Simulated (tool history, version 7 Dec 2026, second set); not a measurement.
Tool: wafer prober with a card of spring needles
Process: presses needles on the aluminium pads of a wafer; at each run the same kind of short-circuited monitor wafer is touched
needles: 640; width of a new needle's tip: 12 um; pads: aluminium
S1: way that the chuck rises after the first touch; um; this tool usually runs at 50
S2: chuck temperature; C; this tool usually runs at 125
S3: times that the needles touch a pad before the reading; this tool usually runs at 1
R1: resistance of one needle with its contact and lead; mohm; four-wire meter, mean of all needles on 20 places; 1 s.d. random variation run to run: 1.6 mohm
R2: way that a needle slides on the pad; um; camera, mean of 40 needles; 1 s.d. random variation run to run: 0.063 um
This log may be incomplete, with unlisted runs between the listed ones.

| run | day | S1 | S2 | S3 | R1 | R2 |
|---|---|---|---|---|---|---|
| 1 | 0.000 | 50 | 125 | 1 | 210 | 6.37 |
|  | 0.258 | tips cleaned on abrasive film |
|  | 0.600 | tips cleaned on abrasive film |
|  | 1.025 | tips cleaned on abrasive film |
|  | 1.367 | tips cleaned on abrasive film |
|  | 1.792 | tips cleaned on abrasive film |
|  | 2.217 | tips cleaned on abrasive film |
| 2 | 2.329 | 50 | 125 | 1 | 211 | 6.30 |
|  | 2.588 | tips cleaned on abrasive film |
|  | 2.925 | tips cleaned on abrasive film |
|  | 3.354 | tips cleaned on abrasive film |
|  | 3.779 | tips cleaned on abrasive film |
|  | 4.204 | tips cleaned on abrasive film |
|  | 4.546 | tips cleaned on abrasive film |
| 3 | 4.546 | 32 | 125 | 1 | 205 | 3.79 |
|  | 4.888 | tips cleaned on abrasive film |
|  | 5.312 | tips cleaned on abrasive film |
|  | 5.742 | tips cleaned on abrasive film |
|  | 6.167 | tips cleaned on abrasive film |
| 4 | 6.196 | 32 | 25 | 1 | 230 | 3.76 |
|  | 6.538 | tips cleaned on abrasive film |
|  | 6.879 | tips cleaned on abrasive film |
|  | 7.304 | tips cleaned on abrasive film |
|  | 7.646 | tips cleaned on abrasive film |
| 5 | 7.921 | 31 | 25 | 1 | 495 | 3.68 |
|  | 8.012 | tips cleaned on abrasive film |
|  | 8.354 | tips cleaned on abrasive film |
|  | 8.779 | tips cleaned on abrasive film |
| 6 | 8.875 | 31 | 25 | 1 | 330 | 3.51 |
|  | 9.054 | height of the first contact set anew |
|  | 9.142 | tips cleaned on abrasive film |
|  | 9.483 | tips cleaned on abrasive film |
|  | 9.908 | tips cleaned on abrasive film |
|  | 10.333 | tips cleaned on abrasive film |
| 7 | 10.471 | 31 | 25 | 1 | 338 | 4.06 |
|  | 10.729 | tips cleaned on abrasive film |
|  | 11.154 | tips cleaned on abrasive film |
|  | 11.579 | tips cleaned on abrasive film |
| 8 | 11.692 | 50 | 125 | 2 | 197 | 6.49 |
|  | 11.950 | tips cleaned on abrasive film |
|  | 12.375 | tips cleaned on abrasive film |
|  | 12.800 | tips cleaned on abrasive film |
|  | 13.225 | tips cleaned on abrasive film |
| 9 | 13.254 | 51 | 26 | 1 | 170 | 6.53 |
|  | 13.596 | tips cleaned on abrasive film |
|  | 14.021 | tips cleaned on abrasive film |
|  | 14.446 | tips cleaned on abrasive film |
|  | 14.871 | tips cleaned on abrasive film |
|  | 15.296 | tips cleaned on abrasive film |
| 10 | 15.575 | 50 | 125 | 1 | 260 | 6.32 |
|  | 15.662 | tips cleaned on abrasive film |
|  | 16.004 | tips cleaned on abrasive film |
|  | 16.429 | tips cleaned on abrasive film |
|  | 16.854 | tips cleaned on abrasive film |
|  | 17.279 | tips cleaned on abrasive film |
|  | 17.704 | tips cleaned on abrasive film |
| 11 | 17.875 | 50 | 125 | 1 | 243 | 6.32 |
|  | 18.129 | tips cleaned on abrasive film |
|  | 18.471 | tips cleaned on abrasive film |
|  | 18.896 | tips cleaned on abrasive film |
|  | 19.238 | tips cleaned on abrasive film |
|  | 19.662 | tips cleaned on abrasive film |
| 12 | 19.938 | 50 | 125 | 1 | 265 | 6.34 |
|  | 20.025 | tips cleaned on abrasive film |
|  | 20.367 | tips cleaned on abrasive film |
|  | 20.792 | tips cleaned on abrasive film |
|  | 21.221 | tips cleaned on abrasive film |
| 13 | 21.433 | 50 | 125 | 1 | 262 | 6.18 |
|  | 21.604 | tips cleaned on abrasive film |
|  | 21.946 | tips cleaned on abrasive film |
|  | 22.371 | tips cleaned on abrasive film |
|  | 22.800 | tips cleaned on abrasive film |
|  | 23.225 | tips cleaned on abrasive film |
| 14 | 23.233 | 50 | 125 | 1 | 190 | 6.09 |
|  | 23.575 | tips cleaned on abrasive film |
|  | 24.000 | tips cleaned on abrasive film |
|  | 24.425 | tips cleaned on abrasive film |
|  | 24.850 | tips cleaned on abrasive film |
|  | 25.192 | tips cleaned on abrasive film |
| 15 | 25.388 | 50 | 125 | 1 | 269 | 6.11 |
|  | 25.562 | tips cleaned on abrasive film |
|  | 25.988 | tips cleaned on abrasive film |
|  | 26.338 | height of the first contact set anew |
|  | 26.425 | tips cleaned on abrasive film |
|  | 26.767 | tips cleaned on abrasive film |
|  | 27.192 | tips cleaned on abrasive film |
| 16 | 27.467 | 50 | 118 | 2 | 232 | 6.58 |

Here are 3 independent what-if runs from the current tool condition. What would each one return?
|  | 27.558 | tips cleaned on abrasive film |
|  | 27.983 | tips cleaned on abrasive film |
|  | 28.408 | tips cleaned on abrasive film |
| A | 28.700 | 50 | 125 | 1 | ? | ? |
|  | 27.558 | tips cleaned on abrasive film |
|  | 27.983 | tips cleaned on abrasive film |
|  | 28.408 | tips cleaned on abrasive film |
| B | 28.700 | 50 | 125 | 1 | ? | ? |
|  | 27.558 | tips cleaned on abrasive film |
|  | 27.983 | tips cleaned on abrasive film |
|  | 28.408 | tips cleaned on abrasive film |
| C | 28.700 | 50 | 74 | 1 | ? | ? |

| run | R1 | R2 |
|---|---|---|
| A | 278 | 6.45 |
| B | 276 | 6.54 |
| C | 276 | 6.47 |
The same runs, with their run-to-run variation unchanged, on a tool lacking any hidden condition would have given:
| run | R1 | R2 |
|---|---|---|
| A | 160 | 6.52 |
| B | 160 | 6.61 |
| C | 151 | 6.54 |
